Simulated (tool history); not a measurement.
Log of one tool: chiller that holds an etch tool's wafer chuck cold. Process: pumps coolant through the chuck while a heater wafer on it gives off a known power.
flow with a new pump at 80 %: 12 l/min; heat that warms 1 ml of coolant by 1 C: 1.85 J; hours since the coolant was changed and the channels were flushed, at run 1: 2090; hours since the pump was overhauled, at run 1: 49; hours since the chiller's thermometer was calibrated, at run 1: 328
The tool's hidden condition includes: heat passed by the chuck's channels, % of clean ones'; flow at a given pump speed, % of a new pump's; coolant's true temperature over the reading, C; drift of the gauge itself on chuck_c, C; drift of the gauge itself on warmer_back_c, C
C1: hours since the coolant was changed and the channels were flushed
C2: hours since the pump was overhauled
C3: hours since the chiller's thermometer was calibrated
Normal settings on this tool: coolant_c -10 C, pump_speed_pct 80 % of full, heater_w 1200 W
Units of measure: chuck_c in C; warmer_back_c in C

{"run": 1, "hour": 0.0, "coolant_c": -10, "pump_speed_pct": 80, "heater_w": 1200, "C1": 2090, "C2": 49, "C3": 328, "chuck_c": 0, "warmer_back_c": 3.24}
{"run": 2, "hour": 44.7, "coolant_c": -10, "pump_speed_pct": 77, "heater_w": 1200, "C1": 2135, "C2": 94, "C3": 372, "chuck_c": 0.3, "warmer_back_c": 3.36}
{"run": 3, "hour": 84.6, "coolant_c": -10, "pump_speed_pct": 77, "heater_w": 1200, "C1": 2175, "C2": 134, "C3": 412, "chuck_c": 0.1, "warmer_back_c": 3.36}
{"run": 4, "hour": 151.9, "coolant_c": -15, "pump_speed_pct": 80, "heater_w": 1200, "C1": 2242, "C2": 201, "C3": 479, "chuck_c": -5.1, "warmer_back_c": 3.25}
{"run": 5, "hour": 194.8, "coolant_c": -15, "pump_speed_pct": 80, "heater_w": 1200, "C1": 2285, "C2": 244, "C3": 522, "chuck_c": -5.1, "warmer_back_c": 3.27}
{"run": 6, "hour": 232.6, "coolant_c": -1, "pump_speed_pct": 80, "heater_w": 1200, "C1": 2323, "C2": 282, "C3": 560, "chuck_c": 9.1, "warmer_back_c": 3.29}
{"hour": 238.0, "done": "chiller's thermometer calibrated"}
{"run": 7, "hour": 279.7, "coolant_c": -1, "pump_speed_pct": 80, "heater_w": 1200, "C1": 2369, "C2": 328, "C3": 42, "chuck_c": 9, "warmer_back_c": 3.25}
{"run": 8, "hour": 324.3, "coolant_c": -1, "pump_speed_pct": 80, "heater_w": 1200, "C1": 2413, "C2": 372, "C3": 86, "chuck_c": 8.9, "warmer_back_c": 3.26}
{"run": 9, "hour": 357.2, "coolant_c": -1, "pump_speed_pct": 80, "heater_w": 1200, "C1": 2446, "C2": 405, "C3": 119, "chuck_c": 9.2, "warmer_back_c": 3.27}
{"hour": 389.7, "done": "chiller's thermometer calibrated, once more"}
{"run": 10, "hour": 407.5, "coolant_c": -1, "pump_speed_pct": 80, "heater_w": 1200, "C1": 2496, "C2": 455, "C3": 18, "chuck_c": 9.2, "warmer_back_c": 3.25}
{"run": 11, "hour": 471.4, "coolant_c": -7, "pump_speed_pct": 80, "heater_w": 1171, "C1": 2560, "C2": 519, "C3": 82, "chuck_c": 2.9, "warmer_back_c": 3.19}
{"run": 12, "hour": 520.9, "coolant_c": -7, "pump_speed_pct": 80, "heater_w": 1171, "C1": 2609, "C2": 568, "C3": 131, "chuck_c": 2.9, "warmer_back_c": 3.16}
{"run": 13, "hour": 582.5, "coolant_c": -6, "pump_speed_pct": 70, "heater_w": 1093, "C1": 2671, "C2": 630, "C3": 193, "chuck_c": 4.2, "warmer_back_c": 3.39}
{"run": 14, "hour": 645.9, "coolant_c": -9, "pump_speed_pct": 80, "heater_w": 1200, "C1": 2734, "C2": 693, "C3": 256, "chuck_c": 1.2, "warmer_back_c": 3.26}
{"run": 15, "hour": 697.8, "coolant_c": -9, "pump_speed_pct": 80, "heater_w": 1200, "C1": 2786, "C2": 745, "C3": 308, "chuck_c": 1.1, "warmer_back_c": 3.25}
{"run": 16, "hour": 747.9, "coolant_c": -10, "pump_speed_pct": 80, "heater_w": 624, "C1": 2836, "C2": 795, "C3": 358, "chuck_c": -4.7, "warmer_back_c": 1.7}
{"run": 17, "hour": 779.7, "coolant_c": -10, "pump_speed_pct": 88, "heater_w": 1488, "C1": 2868, "C2": 827, "C3": 390, "chuck_c": 1.9, "warmer_back_c": 3.65}
{"run": 18, "hour": 837.3, "coolant_c": -10, "pump_speed_pct": 88, "heater_w": 1488, "C1": 2926, "C2": 885, "C3": 448, "chuck_c": 1.7, "warmer_back_c": 3.65}
{"run": 19, "hour": 869.2, "coolant_c": -4, "pump_speed_pct": 93, "heater_w": 750, "C1": 2957, "C2": 916, "C3": 480, "chuck_c": 1.5, "warmer_back_c": 1.71}

4 options for the next run, each taken on its own from the tool as it stands now. Forecast them:
{"run": "A", "hour": 904.6, "coolant_c": -4, "pump_speed_pct": 62, "heater_w": 750, "C1": 2993, "C2": 952, "C3": 515, "chuck_c": "?", "warmer_back_c": "?"}
{"run": "B", "hour": 904.6, "coolant_c": -5, "pump_speed_pct": 80, "heater_w": 1200, "C1": 2993, "C2": 952, "C3": 515, "chuck_c": "?", "warmer_back_c": "?"}
{"run": "C", "hour": 904.6, "coolant_c": -4, "pump_speed_pct": 93, "heater_w": 1674, "C1": 2993, "C2": 952, "C3": 515, "chuck_c": "?", "warmer_back_c": "?"}
{"run": "D", "hour": 904.6, "coolant_c": -10, "pump_speed_pct": 64, "heater_w": 1525, "C1": 2993, "C2": 952, "C3": 515, "chuck_c": "?", "warmer_back_c": "?"}

run=A chuck_c=3.7 warmer_back_c=2.7
run=B chuck_c=5.2 warmer_back_c=3.3
run=C chuck_c=8.7 warmer_back_c=3.87
run=D chuck_c=5.3 warmer_back_c=5.34
What these runs would have given with no unlogged condition in the tool:
run=A chuck_c=3.2 warmer_back_c=2.68
run=B chuck_c=4.5 warmer_back_c=3.28
run=C chuck_c=7.8 warmer_back_c=3.84
run=D chuck_c=4.2 warmer_back_c=5.3
